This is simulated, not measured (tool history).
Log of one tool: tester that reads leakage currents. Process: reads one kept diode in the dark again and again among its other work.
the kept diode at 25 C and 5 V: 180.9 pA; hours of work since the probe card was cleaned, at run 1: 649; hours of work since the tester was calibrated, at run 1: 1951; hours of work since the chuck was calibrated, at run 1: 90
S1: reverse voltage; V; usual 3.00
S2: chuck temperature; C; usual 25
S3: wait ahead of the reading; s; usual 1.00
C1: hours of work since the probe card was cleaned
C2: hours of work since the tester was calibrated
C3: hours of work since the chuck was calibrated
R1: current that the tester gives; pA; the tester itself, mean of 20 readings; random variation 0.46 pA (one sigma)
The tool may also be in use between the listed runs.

run,hour,S1,S2,S3,C1,C2,C3,R1
1,0.0,3.00,25,1.00,649,1951,90,154.74
2,75.4,3.00,25,1.00,692,1994,133,153.09
3,141.5,3.00,27,1.00,729,2032,171,178.22
4,181.7,1.45,25,1.00,752,2055,194,118.80
5,271.5,1.45,25,1.00,803,2106,245,118.10
6,356.5,3.00,25,1.00,852,2154,294,149.40
7,419.9,2.58,25,1.00,888,2190,330,141.13
8,482.2,3.00,25,1.00,923,2226,365,148.49
9,567.2,3.00,25,1.00,972,2274,414,148.41
10,624.8,3.00,25,1.00,1005,2307,446,147.43
11,706.7,3.00,25,1.00,1051,2354,493,145.90
12,794.3,3.00,25,1.00,1101,2404,543,145.05
13,855.6,16.88,25,1.00,1136,2439,578,276.57
14,945.7,16.88,25,1.00,1188,2490,629,275.21
15,998.8,16.88,25,1.00,1218,2520,660,275.62
16,1078.6,16.88,25,1.00,1263,2566,705,274.49
17,1158.4,3.74,25,1.00,1309,2611,751,153.51
18,1240.1,3.74,25,1.00,1355,2658,797,153.34
19,1285.7,3.74,25,1.00,1381,2684,823,151.97
20,1369.2,3.74,25,1.00,1429,2731,871,151.86
21,1446.9,3.00,35,1.00,1473,2776,915,297.99
# hour 1460.7: chuck's temperature calibrated
22,1517.5,7.33,24,4.92,1512,2815,32,200.93
23,1592.4,10.46,58,1.00,1555,2857,75,2491.35
24,1635.5,10.46,58,1.00,1580,2882,100,2450.32
25,1680.2,10.46,58,1.00,1605,2908,125,2450.97
26,1726.0,3.00,25,0.64,1631,2934,151,154.15
27,1763.9,3.00,25,0.64,1653,2955,173,154.30
28,1829.9,16.10,59,0.65,1690,2993,210,2997.52
# hour 1894.7: probe card cleaned and baked
29,1912.1,16.10,59,0.65,10,3038,256,2943.86
30,1969.5,16.10,59,0.65,43,3071,288,2920.93
31,2041.1,2.01,29,1.00,83,3111,329,173.78
32,2109.9,2.01,29,1.00,123,3151,368,172.17
33,2154.9,2.01,29,1.00,148,3176,394,171.01
34,2231.4,18.79,28,1.00,192,3220,437,334.31
35,2285.9,3.00,20,1.00,223,3251,469,93.87
36,2356.7,3.00,30,4.99,263,3291,509,207.87
37,2445.2,16.28,43,0.65,314,3342,559,956.90
38,2500.8,16.28,43,0.65,345,3373,591,948.43
39,2580.2,4.14,58,1.09,391,3419,636,1684.11
40,2634.4,4.14,58,1.09,421,3450,667,1670.67
41,2714.6,2.69,26,3.45,467,3495,713,142.41

Measured less the same run without the tool's hidden state. The same run-to-run variation is in both; the gauge's scatter may not be:
The hidden state here: stray current of the dirty probe card, pA a volt; current scale over the true one, %; true chuck temperature over the reading, C; drift of the gauge itself on leakage_pa, %.
run,R1
1,-0.12
2,-0.91
3,-2.39
4,-2.61
5,-3.45
6,-3.85
7,-4.69
8,-5.28
9,-6.20
10,-6.81
11,-7.53
12,-8.43
13,+2.48
14,+1.79
15,+1.37
16,+0.78
17,-12.04
18,-12.91
19,-13.20
20,-14.03
21,-36.73
22,+10.72
23,-46.83
24,-53.59
25,-61.38
26,+0.18
27,-0.25
28,-97.84
29,-152.45
30,-163.62
31,-12.36
32,-13.20
33,-13.75
34,-24.29
35,-8.34
36,-19.84
37,-88.73
38,-91.54
39,-173.16
40,-179.13
41,-17.92

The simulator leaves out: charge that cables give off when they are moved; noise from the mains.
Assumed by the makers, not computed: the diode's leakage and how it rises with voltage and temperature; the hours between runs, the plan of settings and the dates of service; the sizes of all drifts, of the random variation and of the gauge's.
